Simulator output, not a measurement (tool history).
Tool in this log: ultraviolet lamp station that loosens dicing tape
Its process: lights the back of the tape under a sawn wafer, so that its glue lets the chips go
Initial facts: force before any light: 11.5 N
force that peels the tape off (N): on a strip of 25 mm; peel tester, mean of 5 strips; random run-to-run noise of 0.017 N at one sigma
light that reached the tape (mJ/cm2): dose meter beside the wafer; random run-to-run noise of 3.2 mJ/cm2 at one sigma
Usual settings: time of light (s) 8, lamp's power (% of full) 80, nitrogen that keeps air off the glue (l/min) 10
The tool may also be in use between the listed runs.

run   hour  time of light (s)  lamp's power (% of full)  nitrogen that keeps air off the glue (l/min)  force that peels the tape off (N)  light that reached the tape (mJ/cm2)
  1    0.0                  8                        80                                            10                              1.631                                   359
  2   34.0                  8                        62                                            10                              2.465                                   279
  3   64.4                  8                        62                                            10                              2.622                                   271
  4   86.8                  8                        62                                            10                              2.580                                   269
  5  124.0                  8                        80                                             6                              2.137                                   346
  6  148.9                  8                        80                                             6                              2.212                                   338
  7  166.5                  8                        80                                            10                              1.791                                   338
  8  201.2                  8                        80                                            10                              1.799                                   331
  9  232.6                  8                        80                                            10                              1.829                                   329
 10  267.1                 10                        80                                            10                              1.213                                   407
 11  302.6                  7                        80                                            19                              1.904                                   285
     331.3  -- lamp changed
 12  331.3                  9                        74                                             4                              1.530                                   484
 13  349.9                  5                        81                                            10                              2.256                                   290
 14  387.3                  4                        60                                             9                              4.426                                   170
     423.4  -- window cleaned of glue's vapour
 15  427.5                  5                        93                                             5                              2.309                                   347
 16  453.4                  9                        69                                             5                              1.400                                   461
 17  473.1                  8                        84                                             4                              1.408                                   502
 18  511.3                 14                        80                                            10                              0.281                                   820
 19  545.5                  5                        80                                            10                              2.267                                   291

Consider 3 possible next runs. They are alternatives, not a sequence: every one starts from the tool as it was left by run 19. What does each give?
  A  566.8                  8                        85                                             5                                  ?                                     ?
  B  566.8                  8                       100                                            20                                  ?                                     ?
  C  566.8                 12                        68                                            10                                  ?                                     ?

run  force that peels the tape off (N)  light that reached the tape (mJ/cm2)
  A                              1.297                                   495
  B                              0.393                                   582
  C                              0.561                                   590
With the hidden condition removed and each run's random variation left untouched, the same runs would have given:
run  force that peels the tape off (N)  light that reached the tape (mJ/cm2)
  A                              1.102                                   536
  B                              0.332                                   630
  C                              0.468                                   639

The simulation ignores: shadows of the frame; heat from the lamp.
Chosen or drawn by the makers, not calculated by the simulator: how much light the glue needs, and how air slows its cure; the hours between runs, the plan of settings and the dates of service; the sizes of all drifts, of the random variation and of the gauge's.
